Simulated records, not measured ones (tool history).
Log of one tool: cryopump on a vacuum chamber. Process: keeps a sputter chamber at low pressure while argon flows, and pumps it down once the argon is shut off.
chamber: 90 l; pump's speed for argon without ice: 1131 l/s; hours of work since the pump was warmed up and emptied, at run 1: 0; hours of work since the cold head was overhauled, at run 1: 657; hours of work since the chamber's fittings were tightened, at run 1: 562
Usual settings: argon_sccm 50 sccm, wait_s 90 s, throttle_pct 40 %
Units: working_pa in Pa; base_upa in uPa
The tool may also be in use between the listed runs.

run	hour	argon_sccm	wait_s	throttle_pct	hours of work since the pump was warmed up and emptied	hours of work since the cold head was overhauled	hours of work since the chamber's fittings were tightened	working_pa	base_upa
1	0.0	50	90	40	0	657	562	0.1889	2.56
2	42.9	50	90	28	21	678	583	0.2668	2.58
3	111.6	50	90	28	55	712	617	0.2695	2.77
4	159.1	50	90	40	78	735	640	0.1895	2.74
5	232.2	50	90	40	114	771	676	0.1921	2.89
6	276.8	50	90	40	135	793	698	0.1933	3.01
7	363.5	50	90	40	178	835	740	0.1959	3.08
8	449.9	48	90	18	220	877	782	0.4099	3.29
9	531.0	48	60	17	260	917	822	0.4335	3.91
10	588.7	48	60	17	288	945	850	0.4346	3.97
11	643.0	48	89	17	315	972	877	0.4363	3.57

The next listed run, before its measurement:
12	726.7	90	86	45	356	1013	918	?	?

{"run 12": {"working_pa": 0.3318, "base_upa": 3.79}}
Without the tool's hidden state the same run would have given working_pa 0.2992 Pa, base_upa 1.50 uPa.

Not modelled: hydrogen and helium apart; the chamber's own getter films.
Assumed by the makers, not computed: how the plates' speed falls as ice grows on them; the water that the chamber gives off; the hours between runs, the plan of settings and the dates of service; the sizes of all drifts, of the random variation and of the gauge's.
